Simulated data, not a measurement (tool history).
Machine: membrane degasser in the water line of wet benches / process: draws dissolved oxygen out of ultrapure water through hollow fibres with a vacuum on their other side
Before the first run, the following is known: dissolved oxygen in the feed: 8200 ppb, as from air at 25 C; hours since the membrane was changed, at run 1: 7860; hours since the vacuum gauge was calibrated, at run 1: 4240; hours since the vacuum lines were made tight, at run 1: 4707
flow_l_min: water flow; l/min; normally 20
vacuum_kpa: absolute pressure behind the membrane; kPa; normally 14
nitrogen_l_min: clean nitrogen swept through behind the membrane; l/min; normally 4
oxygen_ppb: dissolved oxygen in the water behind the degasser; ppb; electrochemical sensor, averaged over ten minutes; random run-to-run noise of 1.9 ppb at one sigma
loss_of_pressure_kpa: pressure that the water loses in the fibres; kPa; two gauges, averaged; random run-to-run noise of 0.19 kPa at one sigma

run	hour	flow_l_min	vacuum_kpa	nitrogen_l_min	hours since the membrane was changed	hours since the vacuum gauge was calibrated	hours since the vacuum lines were made tight	oxygen_ppb	loss_of_pressure_kpa
1	0	20	14	4	7860	4240	4707	224.9	41.94
2	170	20	14	4	8030	4410	4877	228.5	42.14
# hour 287.7: seals of the vacuum lines changed
3	487.2	20	14	4	8346	4726	199	227.8	42.21
4	777.1	20	14	4	8636	5015	489	228.6	42.4
# hour 1010.5: vacuum gauge calibrated
5	1068.3	20	14	4	8926	58	780	230.9	42.63
6	1243.4	20	14	4	9101	233	955	234.9	42.46
7	1591.5	20	14	4	9449	581	1303	234.4	42.59
8	1938.9	20	14	4	9797	928	1651	237.9	43.01
9	2217.6	20	14	4	10076	1207	1929	237.1	43.02
10	2549	20	14	4	10407	1538	2261	240.2	43.12
# hour 2761.5: vacuum gauge calibrated, once more
11	2894.5	20	14	4	10752	133	2606	235.2	43.32
12	3235.3	20	14	4	11093	474	2947	238.1	43.22
13	3580.7	15	14	4	11438	819	3292	173	32.58
14	3925.3	15	14	4	11783	1164	3637	172.7	32.9
15	4143.1	26	14	4	12001	1382	3854	323.2	56.98
16	4383.2	26	27.2	7.7	12241	1622	4095	351.3	56.95
17	4691.8	14	12.7	11.41	12549	1930	4403	99.9	30.88
# hour 4856.4: membrane cartridge changed
18	4931.5	14	12.7	11.41	75	2166	4639	66.5	27.33
19	5115	14	12.7	11.41	259	2350	4822	65.4	27.29
# hour 5280.5: seals of the vacuum lines changed
20	5423.5	14	12.7	11.41	565	2656	143	65.5	27.04
21	5626	13	24.8	2.57	768	2859	346	287.7	25.36
22	5796.6	17	8.6	4	938	3029	516	109.3	33.07
23	6061	16	14	4	1203	3294	781	155	31.33
24	6348.2	18	31.6	4	1490	3581	1068	355.8	35.45
25	6574.1	16	10.3	3.1	1716	3807	1294	143	31.39
26	6830.7	16	15.5	5.52	1972	4063	1550	138.8	31.46
27	7132	20	17.9	4	2274	4365	1852	249.2	39.32
28	7494.4	20	13.3	1.82	2636	4727	2214	328.4	39.9
29	7724.9	16	29.5	1.91	2866	4957	2444	556.2	31.9

For some of the steps in oxygen_ppb from one run to the next: how much would appear even if the tool had no hidden state, given the settings, what came in and random variation, and how much remains for the hidden state plus any gauge scatter that the measured result and the result without hidden state don't share?
The tool's hidden condition here consists of: membrane still open, %; true pressure behind the membrane over the reading, kPa; air that leaks in behind the membrane, l/min; drift of the gauge itself on oxygen_ppb, %; drift of the gauge itself on loss_of_pressure_kpa, %.
Run 16 -> 17: flow_l_min 26 -> 14, vacuum_kpa 27.2 -> 12.7, nitrogen_l_min 7.7 -> 11.41. oxygen_ppb -251.4 ppb: hidden state -32.4, all else -219.
Run 17 -> 18: membrane cartridge changed. oxygen_ppb -33.4 ppb: hidden state -33.9, all else +0.5.
Run 28 -> 29: flow_l_min 20 -> 16, vacuum_kpa 13.3 -> 29.5, nitrogen_l_min 1.82 -> 1.91. oxygen_ppb +227.8 ppb: hidden state +1, all else +226.8.
